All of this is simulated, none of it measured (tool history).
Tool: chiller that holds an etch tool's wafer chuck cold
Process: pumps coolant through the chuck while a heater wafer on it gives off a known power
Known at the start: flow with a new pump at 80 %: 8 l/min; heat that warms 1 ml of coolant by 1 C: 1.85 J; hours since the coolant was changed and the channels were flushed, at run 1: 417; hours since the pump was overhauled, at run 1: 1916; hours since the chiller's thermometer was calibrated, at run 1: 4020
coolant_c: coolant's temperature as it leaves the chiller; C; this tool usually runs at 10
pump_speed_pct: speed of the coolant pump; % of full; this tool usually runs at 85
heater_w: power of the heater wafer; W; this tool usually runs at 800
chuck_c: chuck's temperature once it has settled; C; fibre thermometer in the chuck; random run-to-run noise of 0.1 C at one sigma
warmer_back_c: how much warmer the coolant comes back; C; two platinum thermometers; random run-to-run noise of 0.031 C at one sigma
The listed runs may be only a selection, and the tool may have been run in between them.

run    hour  coolant_c  pump_speed_pct  heater_w  hours since the coolant was changed and the channels were flushed  hours since the pump was overhauled  hours since the chiller's thermometer was calibrated  chuck_c  warmer_back_c
  1       0         10              85       800                                                                417                                 1916                                                  4020     18.4           3.15
  2    47.5         10              85       800                                                                464                                 1964                                                  4068     18.5           3.08
  3   132.9         10              85       800                                                                550                                 2049                                                  4153     18.4           3.14
  4   209.4         10              85       800                                                                626                                 2125                                                  4230     18.5           3.11
  5   266.3         10              85       800                                                                683                                 2182                                                  4287     18.4           3.11
  6   333.5         10              85       800                                                                750                                 2250                                                  4354     18.6           3.16
  7   380.9         10              85       800                                                                798                                 2297                                                  4401     18.4           3.09
  8   421.4         10              85       800                                                                838                                 2337                                                  4442     18.4           3.09
  9   457.1         10              85       750                                                                874                                 2373                                                  4477     17.9           2.92
 10   519.1         10              85       750                                                                936                                 2435                                                  4539       18           2.95
 11   603.6         10              85       452                                                               1020                                 2520                                                  4624     14.9           1.78
 12   662.1          2              90       800                                                               1079                                 2578                                                  4682     10.2              3
 13   718.2          0              85       402                                                               1135                                 2634                                                  4738      4.5           1.57
 14     791          0              85       402                                                               1208                                 2707                                                  4811      4.5           1.55
 15   850.2         16              78       708                                                               1267                                 2766                                                  4871     24.2           3.01
 16   923.4         16              68       546                                                               1340                                 2840                                                  4944     22.8           2.76
 17   993.2         18              61       553                                                               1410                                 2909                                                  5013     25.4           3.13
 18  1072.7         20              84       487                                                               1489                                 2989                                                  5093     25.4           1.93
 19  1114.6         16              85       800                                                               1531                                 3031                                                  5135     24.6           3.13
 20  1167.1         16              85       800                                                               1584                                 3083                                                  5187     24.8           3.09
 21  1241.2          4              92       476                                                               1658                                 3157                                                  5262      8.9           1.69
 22  1276.5          3              80       466                                                               1693                                 3193                                                  5297      8.5              2

Each row is a separate what-if for the run after 22, all from the same tool condition, not one after another. Results?
  A  1316.7         13              80       466                                                               1733                                 3233                                                  5337        ?              ?
  B  1316.7          9              80       724                                                               1733                                 3233                                                  5337        ?              ?
  C  1316.7         10              85      1149                                                               1733                                 3233                                                  5337        ?              ?
  D  1316.7          1              85       800                                                               1733                                 3233                                                  5337        ?              ?

run  chuck_c  warmer_back_c
  A     18.4           1.96
  B     17.1           2.99
  C     22.3           4.57
  D      9.9           3.13
Without the tool's hidden state the same runs would have given:
run  chuck_c  warmer_back_c
  A     17.8           1.89
  B     16.3           2.89
  C     21.4           4.41
  D      9.1           3.02

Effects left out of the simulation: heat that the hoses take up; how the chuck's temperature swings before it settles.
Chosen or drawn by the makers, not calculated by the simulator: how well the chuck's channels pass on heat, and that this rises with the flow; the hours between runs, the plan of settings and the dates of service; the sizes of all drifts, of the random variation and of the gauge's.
